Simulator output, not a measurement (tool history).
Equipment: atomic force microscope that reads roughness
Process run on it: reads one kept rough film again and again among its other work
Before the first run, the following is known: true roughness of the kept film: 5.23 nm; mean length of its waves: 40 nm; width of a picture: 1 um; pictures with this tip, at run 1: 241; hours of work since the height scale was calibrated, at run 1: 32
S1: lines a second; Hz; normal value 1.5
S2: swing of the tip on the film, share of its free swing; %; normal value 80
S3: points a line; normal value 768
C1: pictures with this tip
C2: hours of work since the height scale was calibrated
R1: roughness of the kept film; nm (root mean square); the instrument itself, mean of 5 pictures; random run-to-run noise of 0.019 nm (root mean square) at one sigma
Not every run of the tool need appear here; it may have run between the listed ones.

run,hour,S1,S2,S3,C1,C2,R1
1,0,1.5,80,768,241,32,4.253
2,16.8,1.5,80,768,260,42,4.228
3,30.4,1.5,80,768,275,50,4.227
4,37.7,1.5,80,768,283,54,4.213
5,45.9,3.06,80,768,292,59,3.991
6,59.7,3.06,80,768,307,67,4.011
7,74.4,3.06,80,768,323,76,3.989
8,88.2,1.5,66,768,338,84,4.218
# hour 101.2: new tip fitted
9,101.2,1.5,60,768,0,91,4.707
10,116.8,2.56,70,875,17,100,4.539
11,130.4,2.56,70,875,32,108,4.52
12,138.9,2.56,70,875,41,113,4.534
# hour 141.3: height scale calibrated on a step standard
13,153.6,0.79,57,768,56,7,4.66
14,170.2,0.79,57,768,74,17,4.626
# hour 177.3: height scale calibrated on a step standard, once more
15,185,0.76,86,381,89,5,4.529
16,197.4,1.8,86,897,103,12,4.346
17,208.2,1.5,69,768,114,18,4.496

5 options for the next run, each taken on its own from the tool as it stands now. Forecast them:
A,216.4,0.53,69,768,123,23,?
B,216.4,1.16,69,768,123,23,?
C,216.4,1.5,56,768,123,23,?
D,216.4,1.03,70,593,123,23,?
E,216.4,1.5,69,768,123,23,?

run,R1
A,4.555
B,4.525
C,4.51
D,4.516
E,4.51
What these runs would have given with no unlogged condition in the tool:
run,R1
A,4.748
B,4.717
C,4.702
D,4.708
E,4.702
